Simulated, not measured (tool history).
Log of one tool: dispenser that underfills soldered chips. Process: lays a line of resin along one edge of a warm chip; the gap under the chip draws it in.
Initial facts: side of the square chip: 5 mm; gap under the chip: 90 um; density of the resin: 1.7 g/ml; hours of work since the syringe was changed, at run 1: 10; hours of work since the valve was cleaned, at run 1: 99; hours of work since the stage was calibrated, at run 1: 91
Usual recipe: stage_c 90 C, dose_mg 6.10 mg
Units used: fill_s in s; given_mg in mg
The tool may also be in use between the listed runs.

| run | hour | stage_c | dose_mg | hours of work since the syringe was changed | hours of work since the valve was cleaned | hours of work since the stage was calibrated | fill_s | given_mg |
|---|---|---|---|---|---|---|---|---|
| 1 | 0.0 | 90 | 6.10 | 10 | 99 | 91 | 44.6 | 5.67 |
|  | 2.2 | new syringe of resin |
| 2 | 2.9 | 90 | 7.31 | 0 | 101 | 93 | 22.3 | 6.66 |
| 3 | 6.8 | 90 | 7.31 | 3 | 104 | 96 | 28.0 | 6.71 |
| 4 | 9.2 | 90 | 6.86 | 5 | 106 | 98 | 31.0 | 6.25 |
|  | 12.5 | dispensing valve cleaned and set on the balance |
| 5 | 14.2 | 90 | 6.86 | 8 | 1 | 101 | 38.7 | 6.93 |
|  | 18.3 | new syringe of resin |
| 6 | 19.2 | 90 | 6.86 | 1 | 5 | 104 | 23.3 | 6.80 |
| 7 | 23.5 | 90 | 6.86 | 4 | 8 | 107 | 28.4 | 6.93 |
| 8 | 26.2 | 98 | 6.10 | 6 | 10 | 109 | 23.7 | 6.05 |
| 9 | 31.1 | 98 | 6.10 | 9 | 14 | 113 | 29.9 | 6.00 |
|  | 33.4 | new syringe of resin |
| 10 | 36.2 | 90 | 6.10 | 2 | 17 | 116 | 25.5 | 5.99 |
| 11 | 40.2 | 90 | 6.47 | 5 | 20 | 119 | 31.6 | 6.41 |
| 12 | 45.3 | 98 | 5.73 | 9 | 24 | 123 | 29.3 | 5.63 |
|  | 48.5 | new syringe of resin |
| 13 | 49.7 | 88 | 5.47 | 1 | 27 | 126 | 25.8 | 5.37 |
| 14 | 52.4 | 89 | 5.44 | 3 | 29 | 128 | 28.1 | 5.27 |
| 15 | 57.6 | 95 | 5.47 | 7 | 33 | 132 | 29.0 | 5.37 |
| 16 | 61.4 | 90 | 6.74 | 10 | 36 | 135 | 42.1 | 6.55 |
|  | 63.9 | new syringe of resin |
| 17 | 66.6 | 75 | 6.45 | 2 | 39 | 139 | 51.4 | 6.34 |
| 18 | 70.5 | 78 | 7.76 | 5 | 42 | 141 | 53.7 | 7.56 |
| 19 | 74.8 | 78 | 7.76 | 8 | 45 | 145 | 66.6 | 7.54 |
|  | 78.9 | new syringe of resin |
| 20 | 80.4 | 99 | 7.28 | 1 | 49 | 149 | 16.0 | 7.07 |

What does the tool deliver on the next run?
| 21 | 82.9 | 92 | 6.35 | 3 | 51 | 150 | ? | ? |

{"run 21": {"fill_s": 25.2, "given_mg": 6.13}}
On a tool with no hidden condition, and with the same random variation, this run would have come out at fill_s 20.8 s, given_mg 6.37 mg.
